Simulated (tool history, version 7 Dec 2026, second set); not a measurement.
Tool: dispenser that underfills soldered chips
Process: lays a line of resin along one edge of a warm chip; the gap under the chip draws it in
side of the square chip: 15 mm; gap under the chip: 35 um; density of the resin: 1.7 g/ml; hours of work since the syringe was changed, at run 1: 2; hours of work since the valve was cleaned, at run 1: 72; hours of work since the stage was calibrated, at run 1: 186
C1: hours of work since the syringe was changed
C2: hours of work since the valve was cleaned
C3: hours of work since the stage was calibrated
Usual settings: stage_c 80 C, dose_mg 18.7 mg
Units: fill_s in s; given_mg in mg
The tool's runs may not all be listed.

{"run": 1, "day": 0.0, "stage_c": 80, "dose_mg": 18.7, "C1": 2, "C2": 72, "C3": 186, "fill_s": 296.7, "given_mg": 17.33}
{"run": 2, "day": 0.221, "stage_c": 80, "dose_mg": 18.7, "C1": 6, "C2": 76, "C3": 190, "fill_s": 365.7, "given_mg": 17.33}
{"run": 3, "day": 0.433, "stage_c": 80, "dose_mg": 18.7, "C1": 10, "C2": 80, "C3": 193, "fill_s": 442.4, "given_mg": 17.33}
{"day": 0.508, "done": "new syringe of resin"}
{"run": 4, "day": 0.712, "stage_c": 80, "dose_mg": 18.7, "C1": 4, "C2": 85, "C3": 198, "fill_s": 315.1, "given_mg": 17.15}
{"run": 5, "day": 0.996, "stage_c": 80, "dose_mg": 18.7, "C1": 9, "C2": 90, "C3": 203, "fill_s": 406.5, "given_mg": 17.1}
{"day": 1.175, "done": "new syringe of resin"}
{"run": 6, "day": 1.179, "stage_c": 87, "dose_mg": 18.7, "C1": 0, "C2": 93, "C3": 206, "fill_s": 194.4, "given_mg": 17.07}
{"run": 7, "day": 1.367, "stage_c": 80, "dose_mg": 18.7, "C1": 3, "C2": 96, "C3": 210, "fill_s": 311.0, "given_mg": 17.02}
{"run": 8, "day": 1.533, "stage_c": 80, "dose_mg": 18.7, "C1": 6, "C2": 99, "C3": 213, "fill_s": 363.4, "given_mg": 16.8}
{"day": 1.808, "done": "dispensing valve cleaned and set on the balance"}
{"run": 9, "day": 1.812, "stage_c": 80, "dose_mg": 18.7, "C1": 11, "C2": 0, "C3": 217, "fill_s": 437.4, "given_mg": 18.63}
{"day": 1.854, "done": "new syringe of resin"}
{"run": 10, "day": 2.017, "stage_c": 80, "dose_mg": 18.7, "C1": 3, "C2": 4, "C3": 220, "fill_s": 290.8, "given_mg": 18.6}
{"run": 11, "day": 2.371, "stage_c": 80, "dose_mg": 18.7, "C1": 9, "C2": 10, "C3": 227, "fill_s": 415.4, "given_mg": 18.45}
{"day": 2.504, "done": "new syringe of resin"}
{"run": 12, "day": 2.729, "stage_c": 89, "dose_mg": 18.7, "C1": 4, "C2": 16, "C3": 233, "fill_s": 217.7, "given_mg": 18.31}
{"run": 13, "day": 2.917, "stage_c": 89, "dose_mg": 22.7, "C1": 7, "C2": 19, "C3": 236, "fill_s": 253.0, "given_mg": 22.23}
{"run": 14, "day": 3.117, "stage_c": 89, "dose_mg": 22.7, "C1": 11, "C2": 23, "C3": 240, "fill_s": 306.2, "given_mg": 22.27}
{"day": 3.158, "done": "new syringe of resin"}
{"run": 15, "day": 3.525, "stage_c": 93, "dose_mg": 22.7, "C1": 6, "C2": 30, "C3": 247, "fill_s": 199.3, "given_mg": 21.78}
{"day": 3.825, "done": "new syringe of resin"}
{"run": 16, "day": 3.838, "stage_c": 93, "dose_mg": 22.7, "C1": 0, "C2": 35, "C3": 252, "fill_s": 146.0, "given_mg": 21.81}
{"run": 17, "day": 4.221, "stage_c": 84, "dose_mg": 20.3, "C1": 7, "C2": 42, "C3": 259, "fill_s": 304.1, "given_mg": 19.29}
{"run": 18, "day": 4.417, "stage_c": 92, "dose_mg": 20.3, "C1": 11, "C2": 46, "C3": 263, "fill_s": 266.8, "given_mg": 19.4}
{"day": 4.475, "done": "new syringe of resin"}
{"run": 19, "day": 4.746, "stage_c": 78, "dose_mg": 17.8, "C1": 5, "C2": 51, "C3": 268, "fill_s": 365.4, "given_mg": 16.86}
{"run": 20, "day": 4.975, "stage_c": 82, "dose_mg": 22.8, "C1": 9, "C2": 55, "C3": 272, "fill_s": 358.9, "given_mg": 21.45}
{"day": 5.117, "done": "new syringe of resin"}
{"run": 21, "day": 5.225, "stage_c": 89, "dose_mg": 18.7, "C1": 2, "C2": 60, "C3": 277, "fill_s": 191.0, "given_mg": 17.57}
{"run": 22, "day": 5.521, "stage_c": 92, "dose_mg": 17.5, "C1": 7, "C2": 65, "C3": 282, "fill_s": 231.4, "given_mg": 16.36}
{"day": 5.779, "done": "new syringe of resin"}
{"run": 23, "day": 5.904, "stage_c": 92, "dose_mg": 17.5, "C1": 2, "C2": 72, "C3": 289, "fill_s": 181.0, "given_mg": 16.09}
{"run": 24, "day": 6.117, "stage_c": 92, "dose_mg": 17.5, "C1": 6, "C2": 75, "C3": 292, "fill_s": 226.2, "given_mg": 16.05}
{"day": 6.433, "done": "new syringe of resin"}
{"run": 25, "day": 6.438, "stage_c": 92, "dose_mg": 17.5, "C1": 0, "C2": 81, "C3": 298, "fill_s": 159.4, "given_mg": 16.08}

Forecast run 26:
{"run": 26, "day": 6.633, "stage_c": 92, "dose_mg": 17.5, "C1": 4, "C2": 84, "C3": 301, "fill_s": "?", "given_mg": "?"}

fill_s: 197.3 s
given_mg: 15.83 mg
Without the tool's hidden state the same run would have given fill_s 167.3 s, given_mg 17.32 mg.
